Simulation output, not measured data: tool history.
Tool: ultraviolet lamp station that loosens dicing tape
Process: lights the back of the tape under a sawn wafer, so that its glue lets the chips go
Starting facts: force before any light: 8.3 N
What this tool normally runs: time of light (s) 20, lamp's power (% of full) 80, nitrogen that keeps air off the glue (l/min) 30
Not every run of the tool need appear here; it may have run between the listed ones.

| run | hour | time of light (s) | lamp's power (% of full) | nitrogen that keeps air off the glue (l/min) | force that peels the tape off (N) | light that reached the tape (J/m2) |
|---|---|---|---|---|---|---|
| 1 | 0 | 20 | 80 | 30 | 0.544 | 4310 |
| 2 | 34 | 20 | 90 | 30 | 0.448 | 4840 |
| 3 | 63.6 | 20 | 90 | 30 | 0.461 | 4770 |
| 4 | 95.2 | 20 | 90 | 30 | 0.457 | 4720 |
| 5 | 122.7 | 20 | 90 | 30 | 0.459 | 4690 |
| 6 | 157.8 | 20 | 90 | 30 | 0.479 | 4610 |
| 7 | 193.8 | 20 | 80 | 30 | 0.641 | 4030 |
| 8 | 222.2 | 20 | 80 | 30 | 0.638 | 3990 |
| 9 | 252.2 | 20 | 80 | 30 | 0.667 | 3960 |
| 10 | 291.3 | 20 | 80 | 30 | 0.652 | 3840 |
| 11 | 315.9 | 20 | 80 | 30 | 0.641 | 3840 |
| 12 | 337.2 | 20 | 80 | 30 | 0.69 | 3800 |
| 13 | 370.9 | 20 | 80 | 30 | 0.719 | 3730 |
| 14 | 390.5 | 20 | 80 | 30 | 0.717 | 3700 |
| 15 | 410 | 20 | 80 | 30 | 0.733 | 3700 |
| 16 | 435.8 | 28 | 80 | 30 | 0.402 | 5110 |
| 17 | 455.8 | 20 | 80 | 30 | 0.775 | 3580 |
| 18 | 475.5 | 20 | 80 | 30 | 0.777 | 3590 |
| 19 | 520.9 | 20 | 80 | 34 | 0.715 | 3490 |
| 20 | 546.9 | 36 | 71 | 17 | 0.454 | 5550 |
| 21 | 572.1 | 36 | 71 | 17 | 0.453 | 5470 |
| 22 | 612.9 | 36 | 71 | 17 | 0.477 | 5410 |
| 23 | 637.4 | 18 | 98 | 17 | 0.971 | 3670 |
| 24 | 675.6 | 18 | 98 | 17 | 0.995 | 3590 |
| 25 | 698.3 | 12 | 99 | 30 | 1.56 | 2390 |
|  | 735.5 | window cleaned of glue's vapour |
| 26 | 743.4 | 12 | 99 | 11 | 2.116 | 2590 |
| 27 | 790.6 | 10 | 67 | 23 | 3.102 | 1500 |
| 28 | 816.8 | 18 | 74 | 18 | 1.54 | 2810 |
| 29 | 857.9 | 23 | 64 | 14 | 1.513 | 3050 |
| 30 | 896.3 | 20 | 80 | 57 | 0.729 | 3270 |
| 31 | 924.9 | 20 | 67 | 45 | 1.087 | 2700 |
| 32 | 948.2 | 15 | 63 | 14 | 2.775 | 1880 |
| 33 | 970.6 | 38 | 64 | 10 | 0.834 | 4750 |
| 34 | 1004.3 | 38 | 64 | 10 | 0.853 | 4640 |
| 35 | 1039.2 | 20 | 77 | 24 | 1.202 | 2950 |
| 36 | 1064.1 | 19 | 77 | 41 | 1.086 | 2740 |
|  | 1091.2 | lamp changed |
| 37 | 1107.8 | 25 | 95 | 60 | 0.261 | 6890 |
| 38 | 1132.2 | 25 | 95 | 60 | 0.246 | 6890 |

Results per run with the tool's hidden condition removed, run-to-run variation unchanged:
Hidden state at play: lamp's light, % of a new lamp's; light that the window lets through, % of a clean one's; drift of the gauge itself on peel_n, %; drift of the gauge itself on dose_mj_cm2, %.
| run | force that peels the tape off (N) | light that reached the tape (J/m2) |
|---|---|---|
| 1 | 0.446 | 4810 |
| 2 | 0.368 | 5470 |
| 3 | 0.371 | 5450 |
| 4 | 0.358 | 5460 |
| 5 | 0.352 | 5490 |
| 6 | 0.36 | 5470 |
| 7 | 0.458 | 4840 |
| 8 | 0.445 | 4850 |
| 9 | 0.453 | 4870 |
| 10 | 0.43 | 4790 |
| 11 | 0.419 | 4850 |
| 12 | 0.44 | 4850 |
| 13 | 0.447 | 4840 |
| 14 | 0.439 | 4820 |
| 15 | 0.438 | 4860 |
| 16 | 0.279 | 6800 |
| 17 | 0.447 | 4800 |
| 18 | 0.444 | 4850 |
| 19 | 0.394 | 4810 |
| 20 | 0.285 | 7740 |
| 21 | 0.278 | 7710 |
| 22 | 0.283 | 7770 |
| 23 | 0.478 | 5330 |
| 24 | 0.476 | 5320 |
| 25 | 0.773 | 3570 |
| 26 | 1.306 | 3600 |
| 27 | 2.118 | 2100 |
| 28 | 0.821 | 4030 |
| 29 | 0.777 | 4450 |
| 30 | 0.362 | 4850 |
| 31 | 0.505 | 4060 |
| 32 | 1.629 | 2870 |
| 33 | 0.377 | 7330 |
| 34 | 0.375 | 7270 |
| 35 | 0.513 | 4690 |
| 36 | 0.445 | 4410 |
| 37 | 0.256 | 7170 |
| 38 | 0.241 | 7230 |
